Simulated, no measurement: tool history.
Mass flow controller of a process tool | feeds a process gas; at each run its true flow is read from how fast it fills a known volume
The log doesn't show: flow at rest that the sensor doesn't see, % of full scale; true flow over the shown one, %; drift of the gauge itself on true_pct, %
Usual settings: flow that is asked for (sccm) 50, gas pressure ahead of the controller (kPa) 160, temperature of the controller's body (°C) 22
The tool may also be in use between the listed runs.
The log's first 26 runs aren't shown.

run    hour  flow that is asked for (sccm)  gas pressure ahead of the controller (kPa)  temperature of the controller's body (°C)  hours of work since the controller was set to zero  hours of work since the controller was changed  true flow (%)
 27  1711.0                             11                                         192                                         28                                                  36                                            1242          98.32
 28  1768.5                             11                                         268                                         28                                                  62                                            1267          98.89
 29  1840.7                             11                                         268                                         28                                                  94                                            1300          99.05
 30  1920.6                             11                                         268                                         28                                                 130                                            1336          99.07
 31  1998.5                             11                                         268                                         28                                                 165                                            1371          98.97
 32  2057.0                             50                                         192                                         36                                                 192                                            1398          98.73
 33  2154.7                             50                                         192                                         36                                                 236                                            1442          98.78
 34  2220.5                             50                                         186                                         35                                                 266                                            1472          98.92
 35  2312.8                             26                                         180                                         33                                                 307                                            1513          98.63
 36  2393.6                             26                                         180                                         33                                                 344                                            1550          98.57
 37  2471.7                             26                                         180                                         33                                                 379                                            1585          98.71
 38  2544.8                             26                                         180                                         33                                                 412                                            1618          98.69
 39  2633.2                             26                                         180                                         33                                                 452                                            1658          98.75
 40  2715.4                             89                                         252                                         22                                                 489                                            1695         101.27
 41  2797.9                             89                                         252                                         22                                                 526                                            1732         101.19
 42  2841.8                             59                                         243                                         39                                                 546                                            1752          99.50
 43  2903.5                             59                                         243                                         39                                                 574                                            1780          99.46
 44  2966.3                             59                                         243                                         39                                                 602                                            1808          99.53
 45  3047.2                             79                                         206                                         39                                                 639                                            1845          99.74
 46  3107.2                             79                                         260                                         37                                                 666                                            1872         100.17
 47  3198.3                             10                                         260                                         37                                                 707                                            1913         100.03
 48  3277.8                             20                                         160                                         36                                                 743                                            1949          98.71

5 ways to go on from here, each from the tool as it stands after run 48. What would each give?
  A  3344.9                             41                                         166                                         27                                                 773                                            1979              ?
  B  3344.9                             46                                         160                                         31                                                 773                                            1979              ?
  C  3344.9                             50                                         160                                         30                                                 773                                            1979              ?
  D  3344.9                             12                                         144                                         20                                                 773                                            1979              ?
  E  3344.9                             20                                         160                                         29                                                 773                                            1979              ?

run  true flow (%)
  A          99.61
  B          99.18
  C          99.42
  D         100.14
  E          99.29
Without the tool's hidden state the same runs would have given:
run  true flow (%)
  A          98.24
  B          97.86
  C          98.13
  D          97.77
  E          97.49

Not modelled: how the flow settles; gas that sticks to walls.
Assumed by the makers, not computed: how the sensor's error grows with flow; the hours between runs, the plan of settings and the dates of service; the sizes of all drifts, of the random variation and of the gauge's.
